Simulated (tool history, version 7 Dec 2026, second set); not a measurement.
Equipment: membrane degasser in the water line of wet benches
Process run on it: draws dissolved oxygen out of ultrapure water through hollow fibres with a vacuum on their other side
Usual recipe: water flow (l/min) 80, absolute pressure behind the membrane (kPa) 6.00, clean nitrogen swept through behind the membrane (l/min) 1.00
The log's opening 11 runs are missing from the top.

run     day  water flow (l/min)  absolute pressure behind the membrane (kPa)  clean nitrogen swept through behind the membrane (l/min)  dissolved oxygen in the water behind the degasser (ppb)  pressure that the water loses in the fibres (kPa)
     16.421  -- vacuum gauge calibrated
 12  17.783                 104                                         4.04                                                      1.47                                                    131.3                                              56.83
 13  19.550                 104                                         4.04                                                      1.47                                                    131.9                                              56.66
 14  21.117                 104                                         4.04                                                      1.47                                                    131.5                                              56.88
 15  23.204                 104                                         4.04                                                      1.47                                                    132.2                                              57.12
 16  25.317                 104                                         4.04                                                      1.47                                                    132.0                                              56.88
 17  26.967                  80                                         4.06                                                      1.00                                                    141.6                                              44.05
     28.117  -- vacuum gauge calibrated, once more
 18  28.117                  76                                         4.15                                                      0.71                                                    156.7                                              41.65
 19  30.462                  76                                         4.15                                                      0.71                                                    157.0                                              41.75
 20  31.492                 101                                         5.06                                                      1.00                                                    290.3                                              55.16
 21  32.546                  80                                         6.00                                                      2.84                                                    171.3                                              43.92
 22  33.667                 114                                        12.97                                                      2.63                                                    778.0                                              62.65
 23  35.192                 115                                        13.42                                                      0.54                                                   2044.4                                              63.19
 24  37.112                 115                                        13.42                                                      0.54                                                   2044.7                                              63.33
 25  38.829                 115                                        13.42                                                      0.54                                                   2028.5                                              63.18
 26  39.862                 115                                        13.42                                                      0.54                                                   2045.5                                              63.12
 27  42.058                 115                                        13.42                                                      0.54                                                   2037.7                                              63.01
 28  44.142                  54                                         7.47                                                      1.29                                                    349.1                                              29.67
 29  45.317                  80                                         4.31                                                      0.53                                                    219.7                                              43.64
 30  46.671                  93                                         6.00                                                      0.71                                                    497.7                                              50.82
 31  48.488                  93                                         6.00                                                      0.71                                                    498.3                                              51.00
 32  50.271                  88                                         6.00                                                      1.47                                                    304.7                                              48.73
 33  52.588                 104                                         7.85                                                      2.21                                                    418.3                                              57.28

Below are 3 alternative next runs, each starting from the tool's condition after run 33. Predict each:
  A  54.658                  80                                        11.36                                                      1.94                                                        ?                                                  ?
  B  54.658                 104                                        11.42                                                      2.35                                                        ?                                                  ?
  C  54.658                  77                                         6.46                                                      0.48                                                        ?                                                  ?

run  dissolved oxygen in the water behind the degasser (ppb)  pressure that the water loses in the fibres (kPa)
  A                                                    636.0                                              43.60
  B                                                    674.6                                              57.23
  C                                                    627.5                                              42.36
Without the tool's hidden state the same runs would have given:
run  dissolved oxygen in the water behind the degasser (ppb)  pressure that the water loses in the fibres (kPa)
  A                                                    631.3                                              43.17
  B                                                    669.8                                              56.67
  C                                                    624.6                                              41.94
